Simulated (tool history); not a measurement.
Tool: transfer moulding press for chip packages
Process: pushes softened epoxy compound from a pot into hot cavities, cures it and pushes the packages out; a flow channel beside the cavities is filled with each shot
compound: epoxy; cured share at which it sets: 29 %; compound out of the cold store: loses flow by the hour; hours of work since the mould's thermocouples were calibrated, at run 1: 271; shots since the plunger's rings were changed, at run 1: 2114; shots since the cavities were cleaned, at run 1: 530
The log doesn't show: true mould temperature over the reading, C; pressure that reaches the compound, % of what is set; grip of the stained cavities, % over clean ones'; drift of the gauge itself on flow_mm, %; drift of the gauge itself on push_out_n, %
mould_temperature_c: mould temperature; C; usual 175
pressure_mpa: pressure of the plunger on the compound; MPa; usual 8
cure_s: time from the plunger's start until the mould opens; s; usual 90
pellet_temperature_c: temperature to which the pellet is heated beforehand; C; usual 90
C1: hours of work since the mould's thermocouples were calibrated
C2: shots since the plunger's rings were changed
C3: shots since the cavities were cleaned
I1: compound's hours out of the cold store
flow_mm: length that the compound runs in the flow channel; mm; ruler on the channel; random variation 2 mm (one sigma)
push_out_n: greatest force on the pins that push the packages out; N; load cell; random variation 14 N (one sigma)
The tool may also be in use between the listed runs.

{"run": 1, "hour": 0.0, "mould_temperature_c": 175, "pressure_mpa": 8, "cure_s": 90, "pellet_temperature_c": 90, "C1": 271, "C2": 2114, "C3": 530, "I1": 24.3, "flow_mm": 613, "push_out_n": 706}
{"run": 2, "hour": 6.8, "mould_temperature_c": 175, "pressure_mpa": 8, "cure_s": 90, "pellet_temperature_c": 90, "C1": 276, "C2": 2206, "C3": 622, "I1": 33.7, "flow_mm": 597, "push_out_n": 684}
{"run": 3, "hour": 12.2, "mould_temperature_c": 175, "pressure_mpa": 8, "cure_s": 90, "pellet_temperature_c": 90, "C1": 279, "C2": 2278, "C3": 694, "I1": 12.7, "flow_mm": 631, "push_out_n": 744}
{"run": 4, "hour": 17.9, "mould_temperature_c": 175, "pressure_mpa": 8, "cure_s": 90, "pellet_temperature_c": 90, "C1": 283, "C2": 2354, "C3": 770, "I1": 37.3, "flow_mm": 592, "push_out_n": 683}
{"hour": 25.4, "done": "cavities cleaned with cleaning compound and waxed"}
{"run": 5, "hour": 26.0, "mould_temperature_c": 175, "pressure_mpa": 8, "cure_s": 90, "pellet_temperature_c": 90, "C1": 288, "C2": 2442, "C3": 8, "I1": 21.2, "flow_mm": 617, "push_out_n": 709}
{"run": 6, "hour": 36.2, "mould_temperature_c": 175, "pressure_mpa": 8, "cure_s": 90, "pellet_temperature_c": 90, "C1": 294, "C2": 2578, "C3": 144, "I1": 17.2, "flow_mm": 624, "push_out_n": 697}
{"run": 7, "hour": 48.0, "mould_temperature_c": 175, "pressure_mpa": 8, "cure_s": 90, "pellet_temperature_c": 90, "C1": 302, "C2": 2736, "C3": 302, "I1": 37.9, "flow_mm": 593, "push_out_n": 673}
{"run": 8, "hour": 58.4, "mould_temperature_c": 175, "pressure_mpa": 8, "cure_s": 90, "pellet_temperature_c": 91, "C1": 309, "C2": 2874, "C3": 440, "I1": 36.6, "flow_mm": 597, "push_out_n": 676}
{"run": 9, "hour": 65.2, "mould_temperature_c": 175, "pressure_mpa": 8, "cure_s": 90, "pellet_temperature_c": 91, "C1": 313, "C2": 2966, "C3": 532, "I1": 8.7, "flow_mm": 636, "push_out_n": 723}
{"run": 10, "hour": 74.8, "mould_temperature_c": 175, "pressure_mpa": 8, "cure_s": 90, "pellet_temperature_c": 91, "C1": 320, "C2": 3094, "C3": 660, "I1": 17.5, "flow_mm": 622, "push_out_n": 728}
{"run": 11, "hour": 86.6, "mould_temperature_c": 175, "pressure_mpa": 8, "cure_s": 90, "pellet_temperature_c": 91, "C1": 328, "C2": 3252, "C3": 818, "I1": 29.9, "flow_mm": 605, "push_out_n": 695}
{"hour": 91.2, "done": "cavities cleaned with cleaning compound and waxed"}
{"run": 12, "hour": 97.4, "mould_temperature_c": 175, "pressure_mpa": 8, "cure_s": 90, "pellet_temperature_c": 91, "C1": 334, "C2": 3376, "C3": 82, "I1": 43, "flow_mm": 582, "push_out_n": 672}
{"run": 13, "hour": 109.1, "mould_temperature_c": 175, "pressure_mpa": 8, "cure_s": 90, "pellet_temperature_c": 90, "C1": 341, "C2": 3533, "C3": 239, "I1": 11.5, "flow_mm": 632, "push_out_n": 685}
{"run": 14, "hour": 119.1, "mould_temperature_c": 175, "pressure_mpa": 8.88, "cure_s": 90, "pellet_temperature_c": 90, "C1": 348, "C2": 3666, "C3": 372, "I1": 15.3, "flow_mm": 661, "push_out_n": 727}
{"run": 15, "hour": 130.3, "mould_temperature_c": 175, "pressure_mpa": 8, "cure_s": 90, "pellet_temperature_c": 99, "C1": 355, "C2": 3816, "C3": 522, "I1": 8.7, "flow_mm": 636, "push_out_n": 671}
{"run": 16, "hour": 139.6, "mould_temperature_c": 175, "pressure_mpa": 6.88, "cure_s": 115, "pellet_temperature_c": 90, "C1": 361, "C2": 3941, "C3": 647, "I1": 36.6, "flow_mm": 553, "push_out_n": 433}
{"run": 17, "hour": 150.4, "mould_temperature_c": 175, "pressure_mpa": 6.88, "cure_s": 115, "pellet_temperature_c": 90, "C1": 369, "C2": 4085, "C3": 791, "I1": 8.8, "flow_mm": 593, "push_out_n": 428}
{"hour": 156.8, "done": "cavities cleaned with cleaning compound and waxed"}
{"run": 18, "hour": 162.3, "mould_temperature_c": 180, "pressure_mpa": 8, "cure_s": 99, "pellet_temperature_c": 98, "C1": 375, "C2": 4223, "C3": 74, "I1": 30, "flow_mm": 587, "push_out_n": 398}
{"run": 19, "hour": 169.9, "mould_temperature_c": 180, "pressure_mpa": 8, "cure_s": 99, "pellet_temperature_c": 98, "C1": 380, "C2": 4325, "C3": 176, "I1": 31.4, "flow_mm": 584, "push_out_n": 407}

Forecast run 20:
{"run": 20, "hour": 179.6, "mould_temperature_c": 180, "pressure_mpa": 7.82, "cure_s": 99, "pellet_temperature_c": 98, "C1": 387, "C2": 4455, "C3": 306, "I1": 44.9, "flow_mm": "?", "push_out_n": "?"}

{"run 20": {"flow_mm": 558, "push_out_n": 413}}
Without the tool's hidden state the same run would have given flow_mm 558 mm, push_out_n 411 N.
